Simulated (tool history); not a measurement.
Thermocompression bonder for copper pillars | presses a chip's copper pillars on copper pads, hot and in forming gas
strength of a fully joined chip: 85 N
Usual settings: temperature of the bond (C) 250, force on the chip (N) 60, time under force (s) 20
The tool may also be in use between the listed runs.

run	day	temperature of the bond (C)	force on the chip (N)	time under force (s)	force that shears a chip off (N)
1	0	250	60	20	39.7
2	0.454	250	60	20	39.8
3	0.783	235	60	20	32.4
4	1.233	235	60	20	32
5	1.796	235	60	20	32.6
6	2.371	235	60	20	32.4
7	2.958	235	60	20	32.5
8	3.308	232	60	20	30.8
9	3.754	232	60	20	30.5
10	4.058	232	60	40	40.1
11	4.742	232	48	40	34.7
12	5.371	254	60	20	41.5
13	5.808	250	42	20	31.8
14	6.271	250	60	20	39.1
15	6.9	250	60	13	34.4
16	7.238	250	60	13	32.7
17	7.612	250	60	20	39
18	7.933	250	60	20	38.9
19	8.592	250	60	20	38.6
# day 8.721: force cell calibrated
20	9.262	250	60	20	39.1
21	9.85	250	78	19	45.1
22	10.417	277	37	16	37.8
23	11.058	239	39	31	31.2
24	11.362	280	39	24	45.2
25	11.696	250	57	18	36.8
# day 12.004: force cell calibrated, once more
26	12.067	250	57	18	35.9
27	12.775	250	57	18	36.2
28	13.121	250	57	18	35.7
29	13.725	245	59	18	34
30	14.383	245	59	18	34.2
31	14.812	245	59	18	34.8
32	15.229	253	54	33	44.8
33	15.65	253	54	33	44.5
34	16.079	250	76	20	43.5
# day 16.579: forming gas filter changed
35	16.65	250	50	39	48.8
36	17.25	250	50	39	49.1
37	17.796	276	49	20	51.2
38	18.138	249	51	47	51.4
39	18.504	239	51	47	45.9

Forecast each of these 3 alternatives for the next run:
A	19.058	239	88	47	?
B	19.058	222	51	47	?
C	19.058	263	36	27	?

run	force that shears a chip off (N)
A	59.3
B	35.9
C	41.2
Without the tool's hidden state the same runs would have given:
run	force that shears a chip off (N)
A	56.9
B	33.5
C	39
